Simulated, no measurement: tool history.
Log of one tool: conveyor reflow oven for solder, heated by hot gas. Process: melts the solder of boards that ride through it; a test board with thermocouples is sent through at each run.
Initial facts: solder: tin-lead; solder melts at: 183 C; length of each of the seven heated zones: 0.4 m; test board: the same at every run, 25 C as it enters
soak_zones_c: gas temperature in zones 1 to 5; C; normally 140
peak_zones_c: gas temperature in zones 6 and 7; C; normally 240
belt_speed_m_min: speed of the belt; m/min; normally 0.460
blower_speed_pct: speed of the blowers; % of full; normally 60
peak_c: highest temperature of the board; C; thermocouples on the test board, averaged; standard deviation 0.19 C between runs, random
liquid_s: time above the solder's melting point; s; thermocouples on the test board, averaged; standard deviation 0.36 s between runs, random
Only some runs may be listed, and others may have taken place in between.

run 1 hour=0.0 | soak_zones_c=140 peak_zones_c=240 belt_speed_m_min=0.460 blower_speed_pct=60 | peak_c=223.4 liquid_s=85.7
run 2 hour=12.9 | soak_zones_c=140 peak_zones_c=240 belt_speed_m_min=0.460 blower_speed_pct=60 | peak_c=223.1 liquid_s=85.2
run 3 hour=22.0 | soak_zones_c=154 peak_zones_c=240 belt_speed_m_min=0.460 blower_speed_pct=60 | peak_c=225.7 liquid_s=95.1
run 4 hour=33.2 | soak_zones_c=140 peak_zones_c=240 belt_speed_m_min=0.460 blower_speed_pct=56 | peak_c=222.0 liquid_s=84.4
run 5 hour=39.5 | soak_zones_c=140 peak_zones_c=240 belt_speed_m_min=0.460 blower_speed_pct=56 | peak_c=221.9 liquid_s=83.7
run 6 hour=48.1 | soak_zones_c=140 peak_zones_c=240 belt_speed_m_min=0.460 blower_speed_pct=56 | peak_c=222.1 liquid_s=84.1
run 7 hour=60.3 | soak_zones_c=140 peak_zones_c=240 belt_speed_m_min=0.460 blower_speed_pct=56 | peak_c=222.1 liquid_s=84.0
run 8 hour=67.7 | soak_zones_c=140 peak_zones_c=240 belt_speed_m_min=0.460 blower_speed_pct=56 | peak_c=221.8 liquid_s=83.9
run 9 hour=77.1 | soak_zones_c=140 peak_zones_c=240 belt_speed_m_min=0.460 blower_speed_pct=56 | peak_c=222.0 liquid_s=83.6
run 10 hour=84.6 | soak_zones_c=140 peak_zones_c=240 belt_speed_m_min=0.460 blower_speed_pct=50 | peak_c=220.0 liquid_s=81.5
run 11 hour=97.6 | soak_zones_c=140 peak_zones_c=240 belt_speed_m_min=0.460 blower_speed_pct=50 | peak_c=220.2 liquid_s=81.2
run 12 hour=106.0 | soak_zones_c=140 peak_zones_c=240 belt_speed_m_min=0.460 blower_speed_pct=50 | peak_c=220.1 liquid_s=81.4
run 13 hour=115.4 | soak_zones_c=140 peak_zones_c=240 belt_speed_m_min=0.416 blower_speed_pct=82 | peak_c=230.8 liquid_s=101.4
run 14 hour=121.5 | soak_zones_c=136 peak_zones_c=240 belt_speed_m_min=0.460 blower_speed_pct=80 | peak_c=227.0 liquid_s=87.6
run 15 hour=135.1 | soak_zones_c=136 peak_zones_c=240 belt_speed_m_min=0.460 blower_speed_pct=80 | peak_c=227.3 liquid_s=86.8
run 16 hour=149.3 | soak_zones_c=136 peak_zones_c=240 belt_speed_m_min=0.460 blower_speed_pct=80 | peak_c=226.7 liquid_s=87.5
run 17 hour=156.4 | soak_zones_c=136 peak_zones_c=240 belt_speed_m_min=0.460 blower_speed_pct=80 | peak_c=227.0 liquid_s=87.7
run 18 hour=164.5 | soak_zones_c=133 peak_zones_c=232 belt_speed_m_min=0.442 blower_speed_pct=57 | peak_c=215.2 liquid_s=76.3
run 19 hour=177.5 | soak_zones_c=133 peak_zones_c=232 belt_speed_m_min=0.392 blower_speed_pct=69 | peak_c=221.5 liquid_s=96.6
run 20 hour=188.3 | soak_zones_c=133 peak_zones_c=232 belt_speed_m_min=0.392 blower_speed_pct=69 | peak_c=221.3 liquid_s=96.2
run 21 hour=199.4 | soak_zones_c=140 peak_zones_c=252 belt_speed_m_min=0.460 blower_speed_pct=56 | peak_c=232.0 liquid_s=92.7
run 22 hour=206.3 | soak_zones_c=140 peak_zones_c=252 belt_speed_m_min=0.460 blower_speed_pct=56 | peak_c=231.7 liquid_s=93.2

Each run again, without the hidden state but with its own random variation kept:
Hidden state at play: heat that the gas passes to the board, % of a clean oven's; belt's true speed, % of the reading; true gas temperature in zones 6 and 7 over the reading, C; drift of the gauge itself on peak_c, C; drift of the gauge itself on liquid_s, %.
run=1 peak_c=223.6 liquid_s=85.8
run=2 peak_c=223.3 liquid_s=85.4
run=3 peak_c=225.9 liquid_s=95.2
run=4 peak_c=222.2 liquid_s=84.7
run=5 peak_c=222.2 liquid_s=84.0
run=6 peak_c=222.4 liquid_s=84.4
run=7 peak_c=222.4 liquid_s=84.3
run=8 peak_c=222.2 liquid_s=84.2
run=9 peak_c=222.4 liquid_s=84.0
run=10 peak_c=220.4 liquid_s=81.9
run=11 peak_c=220.6 liquid_s=81.6
run=12 peak_c=220.5 liquid_s=81.8
run=13 peak_c=231.3 liquid_s=101.7
run=14 peak_c=227.7 liquid_s=88.1
run=15 peak_c=228.1 liquid_s=87.4
run=16 peak_c=227.5 liquid_s=88.1
run=17 peak_c=227.9 liquid_s=88.4
run=18 peak_c=215.8 liquid_s=77.2
run=19 peak_c=222.1 liquid_s=97.3
run=20 peak_c=222.0 liquid_s=97.0
run=21 peak_c=232.9 liquid_s=93.1
run=22 peak_c=232.6 liquid_s=93.5
